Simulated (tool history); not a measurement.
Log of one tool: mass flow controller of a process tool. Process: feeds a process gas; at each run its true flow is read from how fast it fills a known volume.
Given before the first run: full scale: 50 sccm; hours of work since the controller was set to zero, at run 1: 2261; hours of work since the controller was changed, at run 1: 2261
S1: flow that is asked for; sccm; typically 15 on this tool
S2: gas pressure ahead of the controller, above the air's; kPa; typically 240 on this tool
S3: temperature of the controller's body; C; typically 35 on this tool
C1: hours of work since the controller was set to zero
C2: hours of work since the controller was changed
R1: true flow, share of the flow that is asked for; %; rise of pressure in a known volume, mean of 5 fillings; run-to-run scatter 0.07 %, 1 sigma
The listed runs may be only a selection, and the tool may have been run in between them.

run    hour  S1   S2  S3    C1    C2     R1
  1       0  15  240  35  2261  2261  98.55
  2   171.5  15  240  35  2323  2323  98.46
  3   429.2  23  240  35  2416  2416  98.72
  4   631.4  23  240  35  2489  2489   98.7
  5   938.2  15  240  30  2600  2600   98.3
  6  1310.7  15  240  30  2734  2734  98.32
  7  1610.5  15  240  35  2843  2843  98.49
  8  1987.4  15  240  35  2979  2979  98.52
  9  2195.3  15  240  35  3054  3054  98.44
 10  2573.3  15  240  35  3191  3191  98.47
 11  2825.2  15  240  35  3282  3282  98.39
 12  3076.8  15  240  35  3373  3373  98.46
 13    3316  15  240  35  3459  3459  98.43
 14  3519.2  15  240  35  3533  3533  98.59
 15  3746.4  12  240  23  3615  3615  98.04
 16  4137.1  12  218  22  3756  3756   98.1
 17  4323.8  12  218  22  3824  3824  97.93
 18  4697.5   9  173  23  3959  3959  98.83
 19    5006   9  216  36  4070  4070  98.91
 20  5398.9  15  240  29  4212  4212   98.1
 21  5617.8  15  223  29  4291  4291  98.32
 22  5982.8  15  223  29  4423  4423  98.36
 23  6264.8  15  261  23  4525  4525  97.88
 24  6487.5  15  279  35  4606  4606  98.31
 25  6853.8  15  279  21  4738  4738  97.63
 26  7243.8  15  279  21  4879  4879  97.71
 27  7571.9  29  279  21  4998  4998  97.71

Here are 5 independent what-if runs from the current tool condition. What would each one return?
  A  7827.1  29  259  23  5090  5090   ?
  B  7827.1   6  265  27  5090  5090   ?
  C  7827.1  20  279  21  5090  5090   ?
  D  7827.1  33  240  33  5090  5090   ?
  E  7827.1  15  203  36  5090  5090   ?

run     R1
  A  97.87
  B  99.45
  C  97.49
  D  98.43
  E  98.63
The same runs, with their run-to-run variation unchanged, on a tool lacking any hidden condition would have given:
run     R1
  A  98.47
  B  97.28
  C  97.77
  D  99.12
  E  98.56
